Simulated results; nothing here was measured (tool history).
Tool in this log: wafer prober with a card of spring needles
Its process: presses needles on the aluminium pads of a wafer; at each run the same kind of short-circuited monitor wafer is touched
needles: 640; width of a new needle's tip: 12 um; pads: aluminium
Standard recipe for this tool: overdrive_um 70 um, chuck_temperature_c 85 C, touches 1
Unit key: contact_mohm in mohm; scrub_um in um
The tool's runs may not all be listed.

run,hour,overdrive_um,chuck_temperature_c,touches,contact_mohm,scrub_um
1,0,70,85,1,261,8.87
2,4,70,85,1,260,8.89
3,8.7,70,85,1,258,8.89
# hour 11.5: tips cleaned on abrasive film
4,16.9,70,85,1,259,8.79
# hour 24.2: tips cleaned on abrasive film
5,26.6,70,85,1,262,8.8
6,31.8,70,85,1,262,8.85
# hour 37.1: tips cleaned on abrasive film
7,39.1,70,85,1,258,8.82
8,48.7,70,85,1,260,8.75
# hour 50.2: tips cleaned on abrasive film
9,54.5,70,85,1,260,8.78
10,59.4,70,85,1,265,8.73
# hour 63.4: tips cleaned on abrasive film
11,63.5,70,85,1,262,8.73
12,67.9,70,85,1,264,8.71
# hour 76.5: tips cleaned on abrasive film
13,77.5,70,85,1,263,8.71
14,85.4,70,85,1,258,8.7
# hour 89.6: tips cleaned on abrasive film
15,92.4,90,85,1,264,11.19
16,97.7,56,85,1,264,6.96
# hour 102.3: tips cleaned on abrasive film
17,102.5,70,85,1,261,8.72
# hour 108.7: gauge calibrated
18,109.4,70,41,1,247,8.87
19,114.7,70,67,3,257,8.88
# hour 115.5: tips cleaned on abrasive film
20,119.1,70,67,3,256,8.85
21,126.2,70,67,3,252,8.83
# hour 128.7: tips cleaned on abrasive film
22,134.5,70,67,3,255,8.77
23,139.7,72,99,3,263,9.02
# hour 141.9: tips cleaned on abrasive film
24,146.1,72,99,3,262,9.13
25,152.8,70,85,1,259,8.87
# hour 155.2: tips cleaned on abrasive film
26,158.5,70,85,1,260,8.76
27,165,80,64,1,257,10.06
# hour 168.1: tips cleaned on abrasive film
28,172.7,84,25,2,244,10.53
# hour 181.4: tips cleaned on abrasive film
29,181.5,84,25,2,246,10.46
30,189.3,70,38,1,250,8.74
# hour 194.3: tips cleaned on abrasive film
31,195.5,53,106,1,272,6.61
32,201.6,83,34,2,248,10.32
# hour 207.3: tips cleaned on abrasive film
33,208.4,70,85,2,266,8.65
34,217.4,57,95,2,269,7.12

For some of the steps in scrub_um from one run to the next: how much would appear even if the tool had no hidden state, given the settings, what came in and random variation, and how much remains for the hidden state plus any gauge scatter that the measured result and the result without hidden state don't share?
Hidden state present: debris on the tips, nm; way that the needles fall short of the set height, um; tips' diameter, um; drift of the gauge itself on contact_mohm, %; drift of the gauge itself on scrub_um, %.
Run 14 -> 15: overdrive_um 70 -> 90, tips cleaned on abrasive film. scrub_um +2.49 um: hidden state -0.06, all else +2.55.
Run 15 -> 16: overdrive_um 90 -> 56. scrub_um -4.23 um: hidden state +0.07, all else -4.3.
Run 17 -> 18: chuck_temperature_c 85 -> 41, gauge calibrated. scrub_um +0.15 um: hidden state +0.17, all else -0.02.
Run 31 -> 32: overdrive_um 53 -> 83, chuck_temperature_c 106 -> 34, touches 1 -> 2. scrub_um +3.71 um: hidden state -0.07, all else +3.78.
